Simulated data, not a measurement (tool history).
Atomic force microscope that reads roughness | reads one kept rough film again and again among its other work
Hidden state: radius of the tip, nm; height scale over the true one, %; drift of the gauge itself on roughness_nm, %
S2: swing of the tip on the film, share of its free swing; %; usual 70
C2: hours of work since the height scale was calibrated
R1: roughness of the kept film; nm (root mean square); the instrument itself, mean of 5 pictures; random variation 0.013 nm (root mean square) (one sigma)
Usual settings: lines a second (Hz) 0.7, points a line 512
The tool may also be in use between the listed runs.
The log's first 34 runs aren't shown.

Run 35, hour 2142.2: usual settings but lines a second (Hz) 0.715, S2 55 %, points a line 940; pictures with this tip 69; C2 34. Result: R1 2.939 nm (root mean square).
Run 36, hour 2218.1: usual settings but lines a second (Hz) 0.628, points a line 910; pictures with this tip 144; C2 68. Result: R1 2.76 nm (root mean square).
Run 37, hour 2301.3: usual settings but lines a second (Hz) 0.628, points a line 910; pictures with this tip 227; C2 106. Result: R1 2.636 nm (root mean square).
At hour 2336.4: new tip fitted.
Run 38, hour 2348.8: usual settings but lines a second (Hz) 3.586, points a line 782; pictures with this tip 12; C2 128. Result: R1 2.675 nm (root mean square).
Run 39, hour 2415: usual settings but lines a second (Hz) 3.586, points a line 782; pictures with this tip 78; C2 158. Result: R1 2.538 nm (root mean square).
Run 40, hour 2490.8: usual settings but lines a second (Hz) 0.819, S2 67 %; pictures with this tip 153; C2 192. Result: R1 2.694 nm (root mean square).
Run 41, hour 2532.8: usual settings but S2 84 %, points a line 476; pictures with this tip 195; C2 211. Result: R1 2.544 nm (root mean square).
Run 42, hour 2588.6: usual settings but lines a second (Hz) 1.097, S2 84 %, points a line 586; pictures with this tip 251; C2 237. Result: R1 2.37 nm (root mean square).
At hour 2603.5: new tip fitted.
Run 43, hour 2672.1: usual settings but lines a second (Hz) 3.305, points a line 335; pictures with this tip 68; C2 274. Result: R1 2.592 nm (root mean square).
Run 44, hour 2725.5: usual settings but lines a second (Hz) 3.959, S2 58 %, points a line 499; pictures with this tip 122; C2 299. Result: R1 2.637 nm (root mean square).
Run 45, hour 2775.9: usual settings but lines a second (Hz) 0.853, S2 80 %, points a line 744; pictures with this tip 172; C2 322. Result: R1 2.613 nm (root mean square).
Run 46, hour 2850.1: usual settings but S2 78 %, points a line 482; pictures with this tip 246; C2 355. Result: R1 2.519 nm (root mean square).
At hour 2870: new tip fitted.
Run 47, hour 2887.3: usual settings but lines a second (Hz) 3.729, S2 58 %, points a line 482; pictures with this tip 17; C2 372. Result: R1 2.854 nm (root mean square).
Run 48, hour 2937: usual settings but lines a second (Hz) 3.729, S2 58 %, points a line 305; pictures with this tip 67; C2 395. Result: R1 2.748 nm (root mean square).
Run 49, hour 2986.3: usual settings but lines a second (Hz) 3.729, S2 58 %, points a line 305; pictures with this tip 116; C2 417. Result: R1 2.633 nm (root mean square).
Run 50, hour 3025.4: usual settings but lines a second (Hz) 2.024, points a line 301; pictures with this tip 155; C2 435. Result: R1 2.555 nm (root mean square).
Run 51, hour 3068.4: usual settings but lines a second (Hz) 2.201, points a line 386; pictures with this tip 198; C2 454. Result: R1 2.485 nm (root mean square).

3 ways to go on from here, each from the tool as it stands after run 51. What would each give?
Run A, hour 3119.1: usual settings but lines a second (Hz) 1.11, S2 67 %, points a line 557; pictures with this tip 248; C2 477. Result: R1 ?.
Run B, hour 3119.1: usual settings but lines a second (Hz) 2.201, S2 80 %, points a line 386; pictures with this tip 248; C2 477. Result: R1 ?.
Run C, hour 3119.1: usual settings but points a line 266; pictures with this tip 248; C2 477. Result: R1 ?.

run     R1
  A  2.529
  B  2.267
  C  2.516
Without the tool's hidden state the same runs would have given:
run     R1
  A  3.031
  B  2.719
  C  3.017
